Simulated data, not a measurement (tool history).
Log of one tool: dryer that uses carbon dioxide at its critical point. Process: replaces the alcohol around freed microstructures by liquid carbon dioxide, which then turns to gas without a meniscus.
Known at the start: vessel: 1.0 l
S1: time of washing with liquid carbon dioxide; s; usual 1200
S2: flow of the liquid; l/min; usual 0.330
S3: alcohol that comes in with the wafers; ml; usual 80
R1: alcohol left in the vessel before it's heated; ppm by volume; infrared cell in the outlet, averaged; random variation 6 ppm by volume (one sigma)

run 1 day=0.000 | S1=1200 S2=0.330 S3=80 | R1=352
run 2 day=0.346 | S1=1200 S2=0.330 S3=80 | R1=341
run 3 day=0.908 | S1=1200 S2=0.330 S3=80 | R1=353
run 4 day=1.358 | S1=1200 S2=0.330 S3=89 | R1=393
run 5 day=1.683 | S1=1200 S2=0.330 S3=80 | R1=358
run 6 day=1.933 | S1=1200 S2=0.330 S3=80 | R1=349
run 7 day=2.254 | S1=1740 S2=0.330 S3=80 | R1=77
run 8 day=2.667 | S1=1740 S2=0.330 S3=80 | R1=81
run 9 day=3.146 | S1=1740 S2=0.200 S3=80 | R1=655
run 10 day=3.521 | S1=1740 S2=0.200 S3=80 | R1=685
run 11 day=4.042 | S1=1200 S2=0.330 S3=80 | R1=372
run 12 day=4.504 | S1=1200 S2=0.330 S3=80 | R1=372
run 13 day=4.796 | S1=1500 S2=0.330 S3=80 | R1=141
run 14 day=5.371 | S1=1500 S2=0.330 S3=80 | R1=138
run 15 day=5.817 | S1=1500 S2=0.330 S3=80 | R1=146
run 16 day=6.246 | S1=1500 S2=0.330 S3=40 | R1=96
run 17 day=6.688 | S1=1200 S2=0.330 S3=80 | R1=402
run 18 day=6.958 | S1=1200 S2=0.330 S3=80 | R1=410
run 19 day=7.308 | S1=1200 S2=0.330 S3=80 | R1=397
run 20 day=7.646 | S1=1200 S2=0.330 S3=80 | R1=407
run 21 day=8.138 | S1=1200 S2=0.330 S3=80 | R1=414
run 22 day=8.488 | S1=1200 S2=0.327 S3=80 | R1=426
run 23 day=9.050 | S1=1800 S2=0.303 S3=66 | R1=94
run 24 day=9.612 | S1=1320 S2=0.410 S3=79 | R1=104
run 25 day=9.962 | S1=1320 S2=0.410 S3=79 | R1=108
run 26 day=10.279 | S1=1380 S2=0.501 S3=53 | R1=66
-- day=10.633 inlet filter changed
run 27 day=10.717 | S1=1140 S2=0.398 S3=38 | R1=113
run 28 day=11.008 | S1=900 S2=0.330 S3=21 | R1=311
run 29 day=11.329 | S1=900 S2=0.487 S3=86 | R1=193
run 30 day=11.833 | S1=1740 S2=0.383 S3=46 | R1=62
run 31 day=12.283 | S1=960 S2=0.324 S3=33 | R1=399
run 32 day=12.696 | S1=1200 S2=0.428 S3=80 | R1=100
run 33 day=13.296 | S1=1200 S2=0.517 S3=97 | R1=82
run 34 day=13.783 | S1=1200 S2=0.517 S3=97 | R1=70
run 35 day=14.129 | S1=1200 S2=0.517 S3=97 | R1=71
run 36 day=14.729 | S1=780 S2=0.339 S3=42 | R1=938

Forecast each of these 5 alternatives for the next run:
run A day=15.246 | S1=780 S2=0.540 S3=42 | R1=?
run B day=15.246 | S1=1200 S2=0.330 S3=37 | R1=?
run C day=15.246 | S1=1260 S2=0.213 S3=70 | R1=?
run D day=15.246 | S1=1860 S2=0.317 S3=71 | R1=?
run E day=15.246 | S1=1080 S2=0.330 S3=32 | R1=?

run=A R1=160
run=B R1=191
run=C R1=1389
run=D R1=81
run=E R1=244
Without the tool's hidden state the same runs would have given:
run=A R1=87
run=B R1=115
run=C R1=1242
run=D R1=14
run=E R1=165
